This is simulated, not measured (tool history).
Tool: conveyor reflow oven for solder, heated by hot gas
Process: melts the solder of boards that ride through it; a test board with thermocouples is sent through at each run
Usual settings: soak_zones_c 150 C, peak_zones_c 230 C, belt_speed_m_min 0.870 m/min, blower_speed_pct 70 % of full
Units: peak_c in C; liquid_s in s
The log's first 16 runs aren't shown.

run     day  soak_zones_c  peak_zones_c  belt_speed_m_min  blower_speed_pct  hours of work since the flux was cleaned out  hours of work since the belt drive was overhauled  hours of work since the thermocouples were changed  peak_c  liquid_s
 17   7.950           160           225             0.775                70                                            21                                                293                                                 267   214.2      46.8
 18   8.317           160           230             0.775                70                                            26                                                299                                                 272   218.8      48.4
 19   8.821           140           230             0.793                85                                            34                                                306                                                 280   217.9      41.8
 20   9.250           150           230             0.838                70                                            40                                                312                                                 286   214.8      39.5
 21   9.571           150           230             1.028                70                                            45                                                317                                                 291   208.3      28.1
 22   9.946           150           243             1.028                56                                            50                                                323                                                 296   212.9      29.8
 23  10.512           150           242             1.028                56                                            59                                                331                                                 305   212.6      29.7
 24  11.125           150           232             0.870                70                                            68                                                340                                                 314   215.1      37.8
 25  11.683           150           231             0.870                53                                            76                                                349                                                 322   209.2      33.5
 26  12.179           150           231             0.870                53                                            83                                                356                                                 329   209.2      33.7
 27  12.529           143           233             0.914                53                                            89                                                361                                                 335   207.0      28.5
 28  12.875           143           230             1.030                53                                            94                                                366                                                 340   199.5      19.2
 29  13.329           150           239             0.872                70                                           100                                                373                                                 346   220.4      40.5
 30  13.771           163           239             0.872                81                                           107                                                379                                                 353   225.5      46.4
 31  14.396           163           225             0.872                81                                           116                                                389                                                 362   213.9      42.0
 32  14.921           150           238             0.904                52                                           124                                                396                                                 370   212.5      34.1

Forecast each of these 3 alternatives for the next run:
  A  15.579           142           230             1.038                72                                           134                                                406                                                 380       ?         ?
  B  15.579           143           230             0.870                70                                           134                                                406                                                 380       ?         ?
  C  15.579           150           239             0.870                52                                           134                                                406                                                 380       ?         ?

run  peak_c  liquid_s
  A   205.3      24.0
  B   211.7      34.0
  C   214.7      37.1
Without the tool's hidden state the same runs would have given:
run  peak_c  liquid_s
  A   206.2      24.5
  B   212.3      34.1
  C   215.1      37.0

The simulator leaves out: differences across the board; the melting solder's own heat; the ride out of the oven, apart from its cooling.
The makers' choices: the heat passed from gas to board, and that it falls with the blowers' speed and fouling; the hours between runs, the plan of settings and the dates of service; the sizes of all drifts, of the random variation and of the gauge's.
